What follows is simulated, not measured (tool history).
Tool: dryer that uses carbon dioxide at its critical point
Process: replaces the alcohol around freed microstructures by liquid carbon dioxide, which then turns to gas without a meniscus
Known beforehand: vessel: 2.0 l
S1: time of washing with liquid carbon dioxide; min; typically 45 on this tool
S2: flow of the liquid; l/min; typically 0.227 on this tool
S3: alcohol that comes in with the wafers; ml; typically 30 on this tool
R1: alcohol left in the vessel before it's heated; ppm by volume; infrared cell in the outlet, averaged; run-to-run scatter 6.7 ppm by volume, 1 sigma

Run 1, hour 0: usual settings. Result: R1 386 ppm by volume.
Run 2, hour 26.1: usual settings. Result: R1 413 ppm by volume.
Run 3, hour 50.6: usual settings. Result: R1 429 ppm by volume.
Run 4, hour 96.9: usual settings. Result: R1 484 ppm by volume.
Run 5, hour 137.8: usual settings. Result: R1 505 ppm by volume.
Run 6, hour 179.8: usual settings. Result: R1 553 ppm by volume.
Run 7, hour 201.8: usual settings. Result: R1 579 ppm by volume.
At hour 246.3: inlet filter changed.
Run 8, hour 250.5: usual settings. Result: R1 433 ppm by volume.
Run 9, hour 285.3: usual settings. Result: R1 476 ppm by volume.
Run 10, hour 336.8: usual settings. Result: R1 507 ppm by volume.
Run 11, hour 389.3: usual settings. Result: R1 555 ppm by volume.
Run 12, hour 441.9: usual settings but S3 61 ml. Result: R1 1028 ppm by volume.
Run 13, hour 470.6: usual settings but S3 39 ml. Result: R1 761 ppm by volume.
At hour 492.5: inlet filter changed.
Run 14, hour 505.9: usual settings but S3 29 ml. Result: R1 459 ppm by volume.
Run 15, hour 532.9: usual settings but S3 29 ml. Result: R1 509 ppm by volume.
Run 16, hour 574: usual settings but S3 92 ml. Result: R1 1255 ppm by volume.
Run 17, hour 597.5: usual settings but S3 92 ml. Result: R1 1327 ppm by volume.
Run 18, hour 650.9: usual settings but S3 92 ml. Result: R1 1456 ppm by volume.
Run 19, hour 689.1: usual settings but S1 28 min. Result: R1 1903 ppm by volume.
At hour 737.6: inlet filter changed.
Run 20, hour 737.7: usual settings but S3 94 ml. Result: R1 1170 ppm by volume.
Run 21, hour 766.2: usual settings but S3 94 ml. Result: R1 1208 ppm by volume.
Run 22, hour 802.9: usual settings but S3 76 ml. Result: R1 1110 ppm by volume.
Run 23, hour 831.2: usual settings but S1 59 min, S2 0.347 l/min, S3 37 ml. Result: R1 244 ppm by volume.
Run 24, hour 871.1: usual settings but S1 40 min, S2 0.347 l/min, S3 22 ml. Result: R1 334 ppm by volume.
Run 25, hour 893.9: usual settings but S1 40 min, S2 0.347 l/min, S3 22 ml. Result: R1 338 ppm by volume.
At hour 910.4: purifier's bed changed.
Run 26, hour 945.8: usual settings but S1 36 min. Result: R1 891 ppm by volume.
Run 27, hour 979.4: usual settings but S1 41 min, S2 0.177 l/min, S3 109 ml. Result: R1 4624 ppm by volume.
At hour 984.9: inlet filter changed.
Run 28, hour 1007.5: usual settings but S1 38 min. Result: R1 569 ppm by volume.
Run 29, hour 1029.9: usual settings but S1 37 min. Result: R1 647 ppm by volume.
Run 30, hour 1067.9: usual settings but S1 37 min, S2 0.151 l/min. Result: R1 1867 ppm by volume.
Run 31, hour 1107.5: usual settings but S1 29 min, S2 0.182 l/min, S3 65 ml. Result: R1 4768 ppm by volume.
Run 32, hour 1143.8: usual settings but S2 0.173 l/min, S3 33 ml. Result: R1 1070 ppm by volume.
Run 33, hour 1176.7: usual settings but S2 0.173 l/min, S3 33 ml. Result: R1 1101 ppm by volume.
Run 34, hour 1212.2: usual settings but S1 33 min, S2 0.198 l/min, S3 21 ml. Result: R1 1186 ppm by volume.
At hour 1229.9: inlet filter changed.
Run 35, hour 1260.6: usual settings but S1 53 min, S2 0.198 l/min, S3 22 ml. Result: R1 270 ppm by volume.
Run 36, hour 1308.1: usual settings but S1 29 min, S2 0.198 l/min, S3 84 ml. Result: R1 5136 ppm by volume.
Run 37, hour 1338.9: usual settings but S1 29 min, S2 0.367 l/min. Result: R1 443 ppm by volume.
Run 38, hour 1376.5: usual settings but S1 55 min. Result: R1 275 ppm by volume.
Run 39, hour 1409.6: usual settings but S1 55 min. Result: R1 302 ppm by volume.

Below, some changes in R1 between adjacent runs. For each, the amount present without the hidden state too (settings, incoming material, random variation) and the amount remaining for the hidden state with gauge scatter not shared by both compared results:
What the log doesn't record here: flow that reaches the vessel past the clogged filter, %; alcohol in the recycled carbon dioxide, ppm; drift of the gauge itself on alcohol_ppm, %.
Run 26 -> 27: S1 36 -> 41, S2 0.227 -> 0.177, S3 30 -> 109. R1 +3733 ppm by volume: hidden state +1096, all else +2637.
Run 27 -> 28: S1 41 -> 38, S2 0.177 -> 0.227, S3 109 -> 30, inlet filter changed. R1 -4055 ppm by volume: hidden state -1315, all else -2740.
Run 35 -> 36: S1 53 -> 29, S3 22 -> 84. R1 +4866 ppm by volume: hidden state +449, all else +4417.
Run 36 -> 37: S2 0.198 -> 0.367, S3 84 -> 30. R1 -4693 ppm by volume: hidden state -371, all else -4322.

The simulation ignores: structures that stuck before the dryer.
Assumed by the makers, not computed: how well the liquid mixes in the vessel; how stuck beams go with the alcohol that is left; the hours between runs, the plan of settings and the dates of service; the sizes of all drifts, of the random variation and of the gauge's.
